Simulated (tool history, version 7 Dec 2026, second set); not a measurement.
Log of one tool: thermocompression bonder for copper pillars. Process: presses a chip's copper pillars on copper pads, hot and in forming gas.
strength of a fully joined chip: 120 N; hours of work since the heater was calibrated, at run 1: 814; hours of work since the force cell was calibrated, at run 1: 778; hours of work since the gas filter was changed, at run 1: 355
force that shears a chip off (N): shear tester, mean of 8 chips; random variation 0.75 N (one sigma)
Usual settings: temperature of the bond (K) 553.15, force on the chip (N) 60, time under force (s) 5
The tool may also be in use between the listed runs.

| run | hour | temperature of the bond (K) | force on the chip (N) | time under force (s) | hours of work since the heater was calibrated | hours of work since the force cell was calibrated | hours of work since the gas filter was changed | force that shears a chip off (N) |
|---|---|---|---|---|---|---|---|---|
| 1 | 0.0 | 553.15 | 60 | 5 | 814 | 778 | 355 | 65.6 |
| 2 | 52.0 | 553.15 | 60 | 6 | 837 | 802 | 379 | 69.1 |
| 3 | 87.6 | 553.15 | 60 | 5 | 854 | 818 | 395 | 66.5 |
| 4 | 132.1 | 553.15 | 60 | 5 | 874 | 838 | 416 | 64.8 |
| 5 | 176.9 | 553.15 | 86 | 5 | 894 | 859 | 436 | 75.5 |
|  | 214.0 | forming gas filter changed |
| 6 | 224.2 | 553.15 | 86 | 5 | 916 | 880 | 5 | 78.4 |
|  | 272.5 | heater calibrated with a thermocouple chip |
| 7 | 282.0 | 553.15 | 60 | 10 | 4 | 906 | 30 | 71.4 |
| 8 | 317.1 | 553.15 | 53 | 10 | 20 | 922 | 46 | 69.5 |
| 9 | 347.5 | 558.15 | 53 | 10 | 34 | 935 | 60 | 71.5 |
| 10 | 392.2 | 553.15 | 69 | 5 | 55 | 956 | 80 | 60.3 |
| 11 | 435.6 | 567.15 | 54 | 3 | 74 | 976 | 100 | 54.2 |
| 12 | 462.3 | 551.15 | 53 | 5 | 86 | 988 | 112 | 53.0 |
| 13 | 493.2 | 536.15 | 73 | 6 | 101 | 1002 | 126 | 51.8 |
| 14 | 527.9 | 571.15 | 68 | 3 | 116 | 1018 | 142 | 64.5 |

The next listed run, before its measurement:
| 15 | 554.3 | 577.15 | 43 | 11 | 128 | 1030 | 154 | ? |

{"run 15": {"force that shears a chip off (N)": 85.2}}
Without the tool's hidden state the same run would have given force that shears a chip off (N) 84.4.
